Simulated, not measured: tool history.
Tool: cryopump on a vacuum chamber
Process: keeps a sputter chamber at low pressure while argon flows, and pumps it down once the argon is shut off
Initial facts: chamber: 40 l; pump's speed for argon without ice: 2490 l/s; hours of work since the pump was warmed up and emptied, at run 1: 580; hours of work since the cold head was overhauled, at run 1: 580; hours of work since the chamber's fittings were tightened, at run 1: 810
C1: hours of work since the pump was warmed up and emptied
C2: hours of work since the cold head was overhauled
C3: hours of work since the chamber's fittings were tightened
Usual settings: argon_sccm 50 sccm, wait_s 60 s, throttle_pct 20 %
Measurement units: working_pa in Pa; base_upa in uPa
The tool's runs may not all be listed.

Run 1, hour 0.0: usual settings; C1 580; C2 580; C3 810. Result: working_pa 0.1799 Pa, base_upa 1.73 uPa.
Run 2, hour 70.1: usual settings; C1 610; C2 610; C3 840. Result: working_pa 0.1803 Pa, base_upa 1.71 uPa.
Run 3, hour 119.4: usual settings; C1 630; C2 630; C3 860. Result: working_pa 0.1794 Pa, base_upa 1.74 uPa.
At hour 167.7: pump warmed up, emptied and cooled again.
Run 4, hour 194.5: usual settings; C1 11; C2 660; C3 890. Result: working_pa 0.1702 Pa, base_upa 1.59 uPa.
Run 5, hour 292.0: usual settings but argon_sccm 68 sccm; C1 52; C2 701; C3 931. Result: working_pa 0.2307 Pa, base_upa 1.63 uPa.
Run 6, hour 334.0: usual settings but argon_sccm 68 sccm, throttle_pct 29 %; C1 70; C2 719; C3 949. Result: working_pa 0.1616 Pa, base_upa 1.60 uPa.
Run 7, hour 407.1: usual settings but argon_sccm 68 sccm, throttle_pct 29 %; C1 101; C2 750; C3 980. Result: working_pa 0.1612 Pa, base_upa 1.67 uPa.
Run 8, hour 456.4: usual settings but argon_sccm 68 sccm, throttle_pct 29 %; C1 122; C2 770; C3 1000. Result: working_pa 0.1630 Pa, base_upa 1.74 uPa.
Run 9, hour 510.5: usual settings but argon_sccm 68 sccm, throttle_pct 29 %; C1 145; C2 793; C3 1023. Result: working_pa 0.1615 Pa, base_upa 1.74 uPa.
Run 10, hour 573.4: usual settings but argon_sccm 68 sccm, throttle_pct 29 %; C1 171; C2 820; C3 1050. Result: working_pa 0.1632 Pa, base_upa 1.70 uPa.
Run 11, hour 652.7: usual settings but argon_sccm 68 sccm, throttle_pct 29 %; C1 205; C2 853; C3 1083. Result: working_pa 0.1646 Pa, base_upa 1.77 uPa.
Run 12, hour 752.7: usual settings but argon_sccm 68 sccm, throttle_pct 29 %; C1 247; C2 895; C3 1125. Result: working_pa 0.1644 Pa, base_upa 1.85 uPa.
Run 13, hour 798.5: usual settings but argon_sccm 68 sccm, throttle_pct 29 %; C1 266; C2 915; C3 1145. Result: working_pa 0.1644 Pa, base_upa 1.82 uPa.
Run 14, hour 894.4: usual settings but argon_sccm 68 sccm, throttle_pct 16 %; C1 307; C2 955; C3 1185. Result: working_pa 0.2973 Pa, base_upa 1.88 uPa.
Run 15, hour 954.7: usual settings but wait_s 109 s; C1 332; C2 981; C3 1211. Result: working_pa 0.1753 Pa, base_upa 1.55 uPa.
Run 16, hour 1052.0: usual settings; C1 373; C2 1022; C3 1252. Result: working_pa 0.1759 Pa, base_upa 1.95 uPa.
Run 17, hour 1094.3: usual settings; C1 391; C2 1040; C3 1270. Result: working_pa 0.1761 Pa, base_upa 2.06 uPa.
Run 18, hour 1141.0: usual settings but wait_s 223 s; C1 411; C2 1059; C3 1289. Result: working_pa 0.1756 Pa, base_upa 1.44 uPa.
Run 19, hour 1197.2: usual settings but wait_s 168 s; C1 434; C2 1083; C3 1313. Result: working_pa 0.1766 Pa, base_upa 1.48 uPa.
Run 20, hour 1247.7: usual settings but argon_sccm 63 sccm; C1 456; C2 1104; C3 1334. Result: working_pa 0.2237 Pa, base_upa 2.06 uPa.
Run 21, hour 1316.6: usual settings but argon_sccm 63 sccm; C1 485; C2 1133; C3 1363. Result: working_pa 0.2243 Pa, base_upa 2.18 uPa.
Run 22, hour 1360.6: usual settings but argon_sccm 63 sccm; C1 503; C2 1152; C3 1382. Result: working_pa 0.2222 Pa, base_upa 2.17 uPa.
Run 23, hour 1407.4: usual settings but argon_sccm 23 sccm, wait_s 66 s, throttle_pct 52 %; C1 523; C2 1172; C3 1402. Result: working_pa 0.0336 Pa, base_upa 2.08 uPa.
Run 24, hour 1478.1: usual settings but argon_sccm 70 sccm, throttle_pct 43 %; C1 553; C2 1201; C3 1431. Result: working_pa 0.1241 Pa, base_upa 2.31 uPa.
Run 25, hour 1546.2: usual settings but argon_sccm 70 sccm, throttle_pct 43 %; C1 581; C2 1230; C3 1460. Result: working_pa 0.1254 Pa, base_upa 2.29 uPa.
Run 26, hour 1602.5: usual settings but argon_sccm 27 sccm, throttle_pct 31 %; C1 605; C2 1254; C3 1484. Result: working_pa 0.0656 Pa, base_upa 2.31 uPa.
Run 27, hour 1700.2: usual settings but argon_sccm 27 sccm, throttle_pct 31 %; C1 646; C2 1295; C3 1525. Result: working_pa 0.0652 Pa, base_upa 2.40 uPa.
At hour 1714.1: pump warmed up, emptied and cooled again.
Run 28, hour 1782.2: usual settings but argon_sccm 90 sccm, wait_s 25 s, throttle_pct 23 %; C1 29; C2 1328; C3 1558. Result: working_pa 0.2679 Pa, base_upa 3.20 uPa.
Run 29, hour 1879.6: usual settings but throttle_pct 26 %; C1 70; C2 1369; C3 1599. Result: working_pa 0.1320 Pa, base_upa 2.18 uPa.
Run 30, hour 1963.3: usual settings but throttle_pct 26 %; C1 105; C2 1404; C3 1634. Result: working_pa 0.1330 Pa, base_upa 2.25 uPa.
Run 31, hour 2008.3: usual settings but wait_s 87 s, throttle_pct 24 %; C1 124; C2 1423; C3 1653. Result: working_pa 0.1426 Pa, base_upa 1.89 uPa.
Run 32, hour 2106.1: usual settings but argon_sccm 81 sccm, wait_s 181 s, throttle_pct 31 %; C1 165; C2 1464; C3 1694. Result: working_pa 0.1828 Pa, base_upa 1.75 uPa.
Run 33, hour 2188.1: usual settings but argon_sccm 81 sccm, wait_s 279 s, throttle_pct 18 %; C1 200; C2 1499; C3 1729. Result: working_pa 0.3103 Pa, base_upa 1.63 uPa.
Run 34, hour 2261.4: usual settings but argon_sccm 24 sccm, wait_s 37 s, throttle_pct 25 %; C1 231; C2 1530; C3 1760. Result: working_pa 0.0666 Pa, base_upa 2.86 uPa.
Run 35, hour 2323.6: usual settings but argon_sccm 24 sccm, wait_s 37 s, throttle_pct 29 %; C1 257; C2 1556; C3 1786. Result: working_pa 0.0590 Pa, base_upa 2.96 uPa.

Entry by entry between the runs, the difference in hidden state between the last listed run before and the first listed run after:
Run 3 -> run 4: pump warmed up, emptied and cooled again (hour 167.7)
  pump's speed, % of a pump's without ice: 77 -> 99.2; cold plate's temperature, K: 12.34 -> 12.35; leak into the chamber, uPa l/s: 1833 -> 1883
  difference, measured minus the result without the unlogged condition, working_pa: +0.0105 -> +0.0005 Pa; base_upa: +0.84 -> +0.66 uPa
Run 27 -> run 28: pump warmed up, emptied and cooled again (hour 1714.1)
  pump's speed, % of a pump's without ice: 74.4 -> 98.4; cold plate's temperature, K: 12.56 -> 12.57; leak into the chamber, uPa l/s: 3014 -> 3072
  difference, measured minus the result without the unlogged condition, working_pa: +0.0066 -> +0.0017 Pa; base_upa: +1.53 -> +1.15 uPa
